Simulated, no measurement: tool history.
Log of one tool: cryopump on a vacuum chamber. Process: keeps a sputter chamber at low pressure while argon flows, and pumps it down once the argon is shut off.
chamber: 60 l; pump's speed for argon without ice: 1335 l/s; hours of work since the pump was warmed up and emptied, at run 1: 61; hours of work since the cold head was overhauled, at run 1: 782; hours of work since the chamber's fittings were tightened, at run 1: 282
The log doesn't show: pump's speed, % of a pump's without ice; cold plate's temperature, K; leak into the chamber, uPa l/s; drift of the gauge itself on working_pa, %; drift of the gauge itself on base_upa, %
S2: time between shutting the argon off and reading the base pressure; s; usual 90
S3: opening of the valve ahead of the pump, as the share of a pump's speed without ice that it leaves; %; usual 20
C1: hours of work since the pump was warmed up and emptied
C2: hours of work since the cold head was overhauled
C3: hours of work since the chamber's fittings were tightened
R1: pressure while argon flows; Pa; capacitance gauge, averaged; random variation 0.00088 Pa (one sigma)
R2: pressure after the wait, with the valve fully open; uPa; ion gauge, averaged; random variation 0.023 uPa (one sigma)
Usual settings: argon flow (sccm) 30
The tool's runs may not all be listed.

Run 1, day 0.000: usual settings; C1 61; C2 782; C3 282. Result: R1 0.1908 Pa, R2 1.35 uPa.
Run 2, day 0.662: usual settings but argon flow (sccm) 27; C1 73; C2 794; C3 294. Result: R1 0.1706 Pa, R2 1.32 uPa.
Run 3, day 1.508: usual settings but argon flow (sccm) 27; C1 89; C2 810; C3 310. Result: R1 0.1712 Pa, R2 1.42 uPa.
Run 4, day 2.442: usual settings but argon flow (sccm) 27, S3 25 %; C1 106; C2 827; C3 327. Result: R1 0.1381 Pa, R2 1.44 uPa.
Run 5, day 3.271: usual settings but argon flow (sccm) 28, S3 25 %; C1 121; C2 842; C3 342. Result: R1 0.1421 Pa, R2 1.45 uPa.
Run 6, day 4.012: usual settings but argon flow (sccm) 28, S2 103 s, S3 25 %; C1 134; C2 855; C3 356. Result: R1 0.1413 Pa, R2 1.42 uPa.
Run 7, day 4.621: usual settings but S3 52 %; C1 145; C2 866; C3 367. Result: R1 0.0742 Pa, R2 1.46 uPa.
Run 8, day 5.929: usual settings but S3 52 %; C1 169; C2 890; C3 391. Result: R1 0.0752 Pa, R2 1.51 uPa.
Run 9, day 6.588: usual settings but S3 52 %; C1 181; C2 902; C3 403. Result: R1 0.0750 Pa, R2 1.59 uPa.
Run 10, day 7.675: usual settings but S3 52 %; C1 201; C2 922; C3 422. Result: R1 0.0748 Pa, R2 1.56 uPa.
Run 11, day 8.258: usual settings but argon flow (sccm) 29; C1 212; C2 933; C3 433. Result: R1 0.1867 Pa, R2 1.61 uPa.
Run 12, day 8.854: usual settings but S3 54 %; C1 223; C2 944; C3 444. Result: R1 0.0726 Pa, R2 1.62 uPa.
Run 13, day 9.767: usual settings but S3 54 %; C1 239; C2 960; C3 461. Result: R1 0.0734 Pa, R2 1.65 uPa.
Run 14, day 10.746: usual settings but S3 54 %; C1 257; C2 978; C3 478. Result: R1 0.0738 Pa, R2 1.77 uPa.
Run 15, day 11.596: usual settings but S3 38 %; C1 273; C2 994; C3 494. Result: R1 0.1037 Pa, R2 1.71 uPa.
Run 16, day 12.262: usual settings but S3 38 %; C1 285; C2 1006; C3 506. Result: R1 0.1029 Pa, R2 1.81 uPa.
Run 17, day 13.204: usual settings but argon flow (sccm) 17, S2 130 s, S3 38 %; C1 302; C2 1023; C3 523. Result: R1 0.0585 Pa, R2 1.60 uPa.
Run 18, day 14.300: usual settings but argon flow (sccm) 17, S2 99 s; C1 322; C2 1043; C3 543. Result: R1 0.1097 Pa, R2 1.81 uPa.
Run 19, day 15.154: usual settings but argon flow (sccm) 39; C1 338; C2 1059; C3 559. Result: R1 0.2505 Pa, R2 1.89 uPa.
Run 20, day 15.988: usual settings but argon flow (sccm) 12, S2 167 s, S3 21 %; C1 353; C2 1074; C3 574. Result: R1 0.0734 Pa, R2 1.66 uPa.
Run 21, day 17.358: usual settings but argon flow (sccm) 12, S2 145 s, S3 21 %; C1 378; C2 1099; C3 599. Result: R1 0.0745 Pa, R2 1.70 uPa.
Run 22, day 18.438: usual settings but argon flow (sccm) 12, S2 49 s, S3 17 %; C1 397; C2 1119; C3 619. Result: R1 0.0915 Pa, R2 2.54 uPa.
Run 23, day 19.654: usual settings but argon flow (sccm) 46, S2 50 s, S3 34 %; C1 420; C2 1141; C3 641. Result: R1 0.1772 Pa, R2 2.50 uPa.
Run 24, day 20.279: usual settings but argon flow (sccm) 49, S2 50 s, S3 19 %; C1 431; C2 1152; C3 652. Result: R1 0.3334 Pa, R2 2.48 uPa.
Run 25, day 21.250: usual settings but argon flow (sccm) 15, S2 226 s, S3 44 %; C1 449; C2 1170; C3 670. Result: R1 0.0468 Pa, R2 1.71 uPa.
Run 26, day 21.892: usual settings but S2 72 s; C1 461; C2 1182; C3 682. Result: R1 0.1944 Pa, R2 2.29 uPa.
Run 27, day 23.142: usual settings but S2 72 s; C1 483; C2 1204; C3 705. Result: R1 0.1937 Pa, R2 2.33 uPa.
Run 28, day 24.404: usual settings but S2 72 s; C1 506; C2 1227; C3 728. Result: R1 0.1949 Pa, R2 2.40 uPa.
Run 29, day 25.562: usual settings but argon flow (sccm) 29, S2 102 s, S3 58 %; C1 527; C2 1249; C3 749. Result: R1 0.0673 Pa, R2 2.22 uPa.
Run 30, day 26.867: usual settings but argon flow (sccm) 38, S2 203 s; C1 551; C2 1272; C3 773. Result: R1 0.2468 Pa, R2 2.08 uPa.
Run 31, day 28.088: usual settings but argon flow (sccm) 38, S2 203 s; C1 574; C2 1295; C3 795. Result: R1 0.2481 Pa, R2 2.07 uPa.
Run 32, day 28.658: usual settings but argon flow (sccm) 13, S2 279 s, S3 49 %; C1 584; C2 1305; C3 805. Result: R1 0.0362 Pa, R2 2.07 uPa.

5 ways to go on from here, each from the tool as it stands after run 32. What would each give?
Run A, day 29.833: usual settings but argon flow (sccm) 33, S2 277 s, S3 49 %; C1 605; C2 1327; C3 827. Result: R1 ?, R2 ?.
Run B, day 29.833: usual settings but argon flow (sccm) 16, S2 279 s, S3 17 %; C1 605; C2 1327; C3 827. Result: R1 ?, R2 ?.
Run C, day 29.833: usual settings but argon flow (sccm) 52; C1 605; C2 1327; C3 827. Result: R1 ?, R2 ?.
Run D, day 29.833: usual settings but argon flow (sccm) 25, S2 66 s, S3 17 %; C1 605; C2 1327; C3 827. Result: R1 ?, R2 ?.
Run E, day 29.833: usual settings but S3 26 %; C1 605; C2 1327; C3 827. Result: R1 ?, R2 ?.

run      R1    R2
  A  0.0917  2.10
  B  0.1225  2.10
  C  0.3390  2.51
  D  0.1898  2.71
  E  0.1507  2.41
Without the tool's hidden state the same runs would have given:
run      R1    R2
  A  0.0854  0.42
  B  0.1195  0.40
  C  0.3291  0.80
  D  0.1851  1.01
  E  0.1450  0.74
